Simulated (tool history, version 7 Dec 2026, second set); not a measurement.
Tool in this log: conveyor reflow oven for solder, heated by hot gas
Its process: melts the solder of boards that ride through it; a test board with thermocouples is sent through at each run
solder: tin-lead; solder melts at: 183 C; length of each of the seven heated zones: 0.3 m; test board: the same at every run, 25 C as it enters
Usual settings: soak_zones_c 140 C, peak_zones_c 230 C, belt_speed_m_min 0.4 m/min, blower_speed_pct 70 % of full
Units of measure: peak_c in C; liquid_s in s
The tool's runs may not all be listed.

| run | hour | soak_zones_c | peak_zones_c | belt_speed_m_min | blower_speed_pct | peak_c | liquid_s |
|---|---|---|---|---|---|---|---|
| 1 | 0 | 140 | 230 | 0.4 | 70 | 214.4 | 66.4 |
| 2 | 34.6 | 140 | 230 | 0.4 | 70 | 214.1 | 66.5 |
| 3 | 58.5 | 140 | 230 | 0.4 | 70 | 214.2 | 65.4 |
| 4 | 88.9 | 140 | 230 | 0.4 | 70 | 214.2 | 65.5 |
| 5 | 139.6 | 140 | 230 | 0.4 | 70 | 214.2 | 65.1 |
| 6 | 186.6 | 148 | 230 | 0.4 | 70 | 215.5 | 70.3 |
| 7 | 239.1 | 148 | 230 | 0.4 | 70 | 215.4 | 70.5 |
|  | 260.8 | flux residue cleaned out of gas plates and filters |
| 8 | 276.6 | 140 | 230 | 0.4 | 70 | 215.2 | 66.6 |
| 9 | 302.8 | 140 | 230 | 0.4 | 70 | 214.3 | 67.1 |
| 10 | 332.7 | 140 | 230 | 0.4 | 70 | 214.9 | 66.7 |
| 11 | 375.4 | 140 | 230 | 0.4 | 70 | 214.4 | 66.5 |
| 12 | 418.2 | 140 | 230 | 0.4 | 70 | 214.8 | 65.9 |
| 13 | 472.9 | 144 | 239 | 0.478 | 68 | 216.4 | 56.5 |
|  | 520.2 | flux residue cleaned out of gas plates and filters |
| 14 | 524.2 | 143 | 235 | 0.36 | 67 | 223.4 | 84 |
| 15 | 549.8 | 143 | 235 | 0.36 | 67 | 223 | 84 |
| 16 | 587.2 | 134 | 235 | 0.36 | 67 | 221.9 | 78.2 |
| 17 | 624.9 | 134 | 235 | 0.36 | 67 | 221.5 | 78.2 |
| 18 | 674 | 148 | 221 | 0.48 | 87 | 206.7 | 50.8 |
| 19 | 703.6 | 127 | 232 | 0.4 | 63 | 213.2 | 59.3 |
| 20 | 753.3 | 151 | 227 | 0.332 | 70 | 219 | 92.5 |
|  | 779.6 | flux residue cleaned out of gas plates and filters |
| 21 | 782.6 | 144 | 229 | 0.4 | 70 | 216 | 70.4 |
| 22 | 824.9 | 144 | 229 | 0.4 | 70 | 216.3 | 69.9 |
|  | 844.3 | belt drive overhauled, speed set with a stopwatch |
| 23 | 879.4 | 144 | 229 | 0.4 | 70 | 216.1 | 68.4 |
| 24 | 933.3 | 152 | 232 | 0.4 | 70 | 219.8 | 75.3 |

What if the next run were any one of these 5? Each begins from the tool's condition after run 24:
| A | 964.4 | 152 | 232 | 0.432 | 58 | ? | ? |
| B | 964.4 | 140 | 230 | 0.376 | 70 | ? | ? |
| C | 964.4 | 154 | 237 | 0.4 | 70 | ? | ? |
| D | 964.4 | 140 | 225 | 0.424 | 61 | ? | ? |
| E | 964.4 | 152 | 224 | 0.334 | 70 | ? | ? |

| run | peak_c | liquid_s |
|---|---|---|
| A | 214.7 | 65.3 |
| B | 217.3 | 72.2 |
| C | 224 | 79.9 |
| D | 207.7 | 52.9 |
| E | 217.2 | 89.3 |
Stripped of hidden state, with their random variation kept, the same runs would have yielded:
| run | peak_c | liquid_s |
|---|---|---|
| A | 213.7 | 64.7 |
| B | 216.1 | 71.5 |
| C | 222.8 | 79.2 |
| D | 206.7 | 52.1 |
| E | 215.5 | 88.2 |

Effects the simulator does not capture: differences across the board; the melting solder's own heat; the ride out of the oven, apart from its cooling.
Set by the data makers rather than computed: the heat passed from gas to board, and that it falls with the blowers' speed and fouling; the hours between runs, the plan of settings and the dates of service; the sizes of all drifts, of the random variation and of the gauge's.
